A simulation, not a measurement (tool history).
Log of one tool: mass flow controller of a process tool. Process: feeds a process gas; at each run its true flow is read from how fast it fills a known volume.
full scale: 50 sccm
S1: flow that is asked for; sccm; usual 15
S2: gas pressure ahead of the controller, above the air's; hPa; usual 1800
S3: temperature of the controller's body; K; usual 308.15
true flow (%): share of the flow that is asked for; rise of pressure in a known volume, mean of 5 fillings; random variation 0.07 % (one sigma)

{"run": 1, "day": 0.0, "S1": 15, "S2": 1800, "S3": 308.15, "true flow (%)": 99.52}
{"run": 2, "day": 10.604, "S1": 15, "S2": 1800, "S3": 298.15, "true flow (%)": 100.79}
{"run": 3, "day": 24.788, "S1": 15, "S2": 1800, "S3": 298.15, "true flow (%)": 101.13}
{"run": 4, "day": 35.962, "S1": 15, "S2": 1800, "S3": 298.15, "true flow (%)": 101.1}
{"run": 5, "day": 45.138, "S1": 15, "S2": 1800, "S3": 296.15, "true flow (%)": 101.44}
{"run": 6, "day": 57.029, "S1": 15, "S2": 1800, "S3": 296.15, "true flow (%)": 101.63}
{"run": 7, "day": 70.875, "S1": 30, "S2": 2260, "S3": 308.15, "true flow (%)": 100.16}
{"run": 8, "day": 92.379, "S1": 7, "S2": 2690, "S3": 303.15, "true flow (%)": 103.85}
{"run": 9, "day": 101.483, "S1": 7, "S2": 2690, "S3": 303.15, "true flow (%)": 104.01}
{"run": 10, "day": 113.188, "S1": 7, "S2": 2700, "S3": 303.15, "true flow (%)": 104.34}
{"run": 11, "day": 130.971, "S1": 7, "S2": 2700, "S3": 303.15, "true flow (%)": 104.93}

4 ways to go on from here, each from the tool as it stands after run 11. What would each give?
{"run": "A", "day": 146.517, "S1": 45, "S2": 1800, "S3": 310.15, "true flow (%)": "?"}
{"run": "B", "day": 146.517, "S1": 6, "S2": 2240, "S3": 307.15, "true flow (%)": "?"}
{"run": "C", "day": 146.517, "S1": 21, "S2": 1460, "S3": 302.15, "true flow (%)": "?"}
{"run": "D", "day": 146.517, "S1": 5, "S2": 2260, "S3": 300.15, "true flow (%)": "?"}

run=A true_flow_(%)=100.82
run=B true_flow_(%)=106.15
run=C true_flow_(%)=101.69
run=D true_flow_(%)=108.59
Without the tool's hidden state the same runs would have given:
run=A true_flow_(%)=98.54
run=B true_flow_(%)=96.66
run=C true_flow_(%)=98.15
run=D true_flow_(%)=97.44
